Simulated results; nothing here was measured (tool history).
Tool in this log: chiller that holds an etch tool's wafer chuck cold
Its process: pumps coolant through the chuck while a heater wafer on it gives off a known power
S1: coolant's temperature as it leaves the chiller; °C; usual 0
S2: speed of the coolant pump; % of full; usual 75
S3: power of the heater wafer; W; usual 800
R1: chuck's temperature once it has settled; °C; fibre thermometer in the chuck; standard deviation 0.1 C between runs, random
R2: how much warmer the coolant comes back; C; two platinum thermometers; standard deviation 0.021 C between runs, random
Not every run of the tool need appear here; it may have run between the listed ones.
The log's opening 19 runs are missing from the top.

run 20 hour=442.9 | S1=-7 S2=68 S3=844 | R1=3.1 R2=3.37
run 21 hour=459.2 | S1=-5 S2=68 S3=844 | R1=5.2 R2=3.36
run 22 hour=487.7 | S1=4 S2=75 S3=800 | R1=13.1 R2=2.92
run 23 hour=514.7 | S1=4 S2=75 S3=800 | R1=13 R2=2.92
run 24 hour=529.7 | S1=0 S2=84 S3=800 | R1=8.7 R2=2.54
run 25 hour=551.2 | S1=-8 S2=75 S3=800 | R1=1.1 R2=2.89
run 26 hour=571 | S1=-8 S2=97 S3=562 | R1=-2.4 R2=1.64
run 27 hour=586.3 | S1=-8 S2=97 S3=562 | R1=-2.4 R2=1.65
run 28 hour=603.4 | S1=-2 S2=63 S3=418 | R1=3.2 R2=1.94
run 29 hour=633.1 | S1=-5 S2=84 S3=418 | R1=-0.7 R2=1.43
run 30 hour=657.5 | S1=-5 S2=84 S3=418 | R1=-0.5 R2=1.47
run 31 hour=681.8 | S1=-5 S2=84 S3=418 | R1=-0.7 R2=1.45

Predict each of these 5 candidate next runs independently; none follows another, all start after run 31:
run A hour=707.1 | S1=0 S2=75 S3=453 | R1=? R2=?
run B hour=707.1 | S1=3 S2=74 S3=1060 | R1=? R2=?
run C hour=707.1 | S1=6 S2=75 S3=838 | R1=? R2=?
run D hour=707.1 | S1=2 S2=84 S3=814 | R1=? R2=?
run E hour=707.1 | S1=-5 S2=84 S3=763 | R1=? R2=?

run=A R1=5.2 R2=1.74
run=B R1=15.1 R2=3.93
run=C R1=15.5 R2=3.12
run=D R1=10.6 R2=2.69
run=E R1=3.1 R2=2.55
With the hidden condition removed and each run's random variation left untouched, the same runs would have given:
run=A R1=5.2 R2=1.53
run=B R1=15 R2=3.72
run=C R1=15.5 R2=2.91
run=D R1=10.6 R2=2.48
run=E R1=3 R2=2.34
